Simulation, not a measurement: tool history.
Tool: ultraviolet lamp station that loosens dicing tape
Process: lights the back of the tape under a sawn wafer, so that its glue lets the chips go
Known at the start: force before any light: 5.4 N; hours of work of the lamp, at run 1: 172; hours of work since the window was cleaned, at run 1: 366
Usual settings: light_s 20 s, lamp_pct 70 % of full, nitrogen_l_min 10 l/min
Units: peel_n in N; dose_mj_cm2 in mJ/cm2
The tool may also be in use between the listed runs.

| run | day | light_s | lamp_pct | nitrogen_l_min | hours of work of the lamp | hours of work since the window was cleaned | peel_n | dose_mj_cm2 |
|---|---|---|---|---|---|---|---|---|
| 1 | 0.000 | 20 | 70 | 10 | 172 | 366 | 1.090 | 271 |
| 2 | 0.288 | 20 | 70 | 10 | 177 | 371 | 0.992 | 268 |
| 3 | 0.842 | 20 | 70 | 10 | 187 | 382 | 1.032 | 271 |
| 4 | 1.112 | 20 | 63 | 10 | 192 | 387 | 1.205 | 247 |
| 5 | 1.588 | 20 | 70 | 10 | 201 | 395 | 1.025 | 266 |
|  | 1.679 | window cleaned of glue's vapour |
| 6 | 1.946 | 20 | 70 | 10 | 207 | 5 | 1.151 | 255 |
| 7 | 2.492 | 20 | 70 | 10 | 217 | 15 | 1.184 | 252 |
| 8 | 2.862 | 20 | 70 | 10 | 224 | 22 | 1.157 | 250 |
| 9 | 3.158 | 20 | 70 | 10 | 230 | 27 | 1.218 | 252 |
| 10 | 3.475 | 20 | 70 | 10 | 235 | 33 | 1.207 | 252 |
| 11 | 3.958 | 20 | 70 | 10 | 244 | 42 | 1.190 | 252 |
| 12 | 4.533 | 20 | 70 | 10 | 255 | 53 | 1.194 | 249 |
|  | 4.629 | window cleaned of glue's vapour, once more |
| 13 | 4.967 | 20 | 81 | 10 | 262 | 6 | 0.750 | 337 |
| 14 | 5.429 | 20 | 70 | 6 | 271 | 15 | 1.268 | 291 |
| 15 | 5.958 | 20 | 70 | 6 | 281 | 25 | 1.239 | 286 |
| 16 | 6.317 | 20 | 85 | 6 | 287 | 31 | 0.961 | 345 |
| 17 | 6.646 | 20 | 70 | 6 | 293 | 37 | 1.280 | 293 |
| 18 | 7.046 | 20 | 84 | 6 | 301 | 44 | 0.977 | 346 |
| 19 | 7.342 | 20 | 84 | 6 | 306 | 50 | 0.998 | 339 |
| 20 | 7.925 | 20 | 84 | 6 | 317 | 61 | 0.978 | 342 |
| 21 | 8.183 | 20 | 84 | 6 | 322 | 65 | 0.992 | 339 |
| 22 | 8.688 | 20 | 84 | 6 | 331 | 75 | 0.994 | 342 |
| 23 | 9.204 | 23 | 61 | 11 | 341 | 84 | 0.931 | 281 |
| 24 | 9.467 | 31 | 74 | 10 | 346 | 89 | 0.444 | 461 |
| 25 | 9.929 | 31 | 83 | 18 | 354 | 98 | 0.292 | 512 |
| 26 | 10.342 | 31 | 74 | 8 | 362 | 105 | 0.520 | 458 |
| 27 | 10.596 | 12 | 74 | 8 | 366 | 110 | 1.888 | 176 |
| 28 | 10.854 | 12 | 90 | 18 | 371 | 115 | 1.141 | 214 |
| 29 | 11.267 | 38 | 82 | 15 | 379 | 122 | 0.246 | 608 |
| 30 | 11.708 | 20 | 91 | 10 | 387 | 131 | 0.680 | 357 |
| 31 | 12.150 | 12 | 66 | 5 | 395 | 139 | 2.523 | 153 |
| 32 | 12.392 | 36 | 79 | 9 | 399 | 143 | 0.352 | 556 |
| 33 | 12.871 | 14 | 87 | 10 | 408 | 152 | 1.272 | 237 |
| 34 | 13.283 | 15 | 90 | 17 | 416 | 159 | 0.869 | 260 |
| 35 | 13.821 | 15 | 61 | 16 | 426 | 169 | 1.493 | 179 |
| 36 | 14.162 | 15 | 61 | 16 | 432 | 176 | 1.480 | 175 |
| 37 | 14.725 | 23 | 99 | 17 | 442 | 186 | 0.370 | 435 |
| 38 | 15.154 | 35 | 70 | 7 | 450 | 194 | 0.548 | 475 |
| 39 | 15.600 | 12 | 70 | 5 | 459 | 202 | 2.462 | 162 |
| 40 | 15.950 | 12 | 70 | 5 | 465 | 209 | 2.460 | 159 |
| 41 | 16.433 | 12 | 70 | 5 | 474 | 218 | 2.510 | 160 |
| 42 | 16.896 | 12 | 70 | 3 | 482 | 226 | 2.912 | 163 |

What would each run have given without the hidden state, its run-to-run variation left as it was?
Hidden state present: lamp's light, % of a new lamp's; light that the window lets through, % of a clean one's; drift of the gauge itself on peel_n, %; drift of the gauge itself on dose_mj_cm2, %.
| run | peel_n | dose_mj_cm2 |
|---|---|---|
| 1 | 0.885 | 311 |
| 2 | 0.803 | 308 |
| 3 | 0.827 | 314 |
| 4 | 0.976 | 286 |
| 5 | 0.814 | 310 |
| 6 | 0.845 | 314 |
| 7 | 0.867 | 311 |
| 8 | 0.842 | 310 |
| 9 | 0.884 | 313 |
| 10 | 0.873 | 314 |
| 11 | 0.853 | 314 |
| 12 | 0.852 | 312 |
| 13 | 0.668 | 362 |
| 14 | 1.145 | 313 |
| 15 | 1.112 | 310 |
| 16 | 0.846 | 375 |
| 17 | 1.141 | 318 |
| 18 | 0.854 | 378 |
| 19 | 0.869 | 372 |
| 20 | 0.844 | 376 |
| 21 | 0.853 | 375 |
| 22 | 0.849 | 379 |
| 23 | 0.786 | 313 |
| 24 | 0.374 | 515 |
| 25 | 0.259 | 574 |
| 26 | 0.428 | 515 |
| 27 | 1.670 | 198 |
| 28 | 0.953 | 242 |
| 29 | 0.225 | 690 |
| 30 | 0.547 | 407 |
| 31 | 2.274 | 175 |
| 32 | 0.293 | 636 |
| 33 | 1.046 | 273 |
| 34 | 0.688 | 300 |
| 35 | 1.239 | 207 |
| 36 | 1.223 | 203 |
| 37 | 0.298 | 508 |
| 38 | 0.420 | 557 |
| 39 | 2.156 | 190 |
| 40 | 2.150 | 188 |
| 41 | 2.186 | 190 |
| 42 | 2.591 | 193 |

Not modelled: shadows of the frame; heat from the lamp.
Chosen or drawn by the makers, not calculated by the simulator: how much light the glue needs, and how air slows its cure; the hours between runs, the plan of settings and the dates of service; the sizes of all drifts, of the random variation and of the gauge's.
